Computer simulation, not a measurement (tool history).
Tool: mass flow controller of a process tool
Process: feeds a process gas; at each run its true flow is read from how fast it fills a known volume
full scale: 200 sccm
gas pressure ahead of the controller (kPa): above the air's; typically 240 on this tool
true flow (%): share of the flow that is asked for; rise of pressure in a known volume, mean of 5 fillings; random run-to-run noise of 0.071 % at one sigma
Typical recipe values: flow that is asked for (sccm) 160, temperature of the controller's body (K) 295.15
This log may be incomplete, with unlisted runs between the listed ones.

run,day,flow that is asked for (sccm),gas pressure ahead of the controller (kPa),temperature of the controller's body (K),true flow (%)
1,0,160,240,295.15,99.66
2,13.133,160,240,295.15,99.54
3,29.308,160,240,295.15,99.53
4,40.338,83,240,295.15,99.79
5,58.646,160,240,295.15,99.44
6,78.604,160,240,294.15,99.69
7,88.508,160,240,295.15,99.57
8,98.779,160,177,295.15,99.44
9,118.288,160,168,295.15,99.63
10,129.229,160,168,295.15,99.6
11,137.688,160,168,295.15,98.62
12,150.533,133,240,295.15,98.86
13,169.117,160,240,295.15,98.99
14,188.804,160,240,295.15,98.97
15,205.55,99,181,300.15,98.32
16,223.808,67,170,298.15,98.83
17,242.879,149,261,301.15,98.5
18,262.196,149,261,301.15,98.44
19,276.562,149,261,301.15,98.41
20,296.458,87,200,299.15,98.79
21,305.704,87,200,299.15,98.92
22,317.962,56,163,306.15,98.81
23,329.021,56,163,306.15,98.73
24,348.588,56,163,306.15,98.9
25,360.912,136,278,301.15,98.61
26,379.992,35,200,310.15,100.13
27,393.767,35,206,310.15,100.49

Not shown here: 2 entries made in the log between runs. Locate each between two listed runs and compare the hidden state at the listed run before it with the hidden state at the listed run after it:
Runs 8 to 9: controller's zero set anew (day 99.929)
  flow at rest that the sensor doesn't see, % of full scale: 0.453 -> 0.576; true flow over the shown one, %: -1.33 -> -1.38
  measured minus no-state result, true flow (%): -0.76 -> -0.66
Runs 10 to 11: controller's zero set anew, once more (day 134.529)
  flow at rest that the sensor doesn't see, % of full scale: 0.604 -> 0.042; true flow over the shown one, %: -1.42 -> -1.44
  measured minus no-state result, true flow (%): -0.66 -> -1.39

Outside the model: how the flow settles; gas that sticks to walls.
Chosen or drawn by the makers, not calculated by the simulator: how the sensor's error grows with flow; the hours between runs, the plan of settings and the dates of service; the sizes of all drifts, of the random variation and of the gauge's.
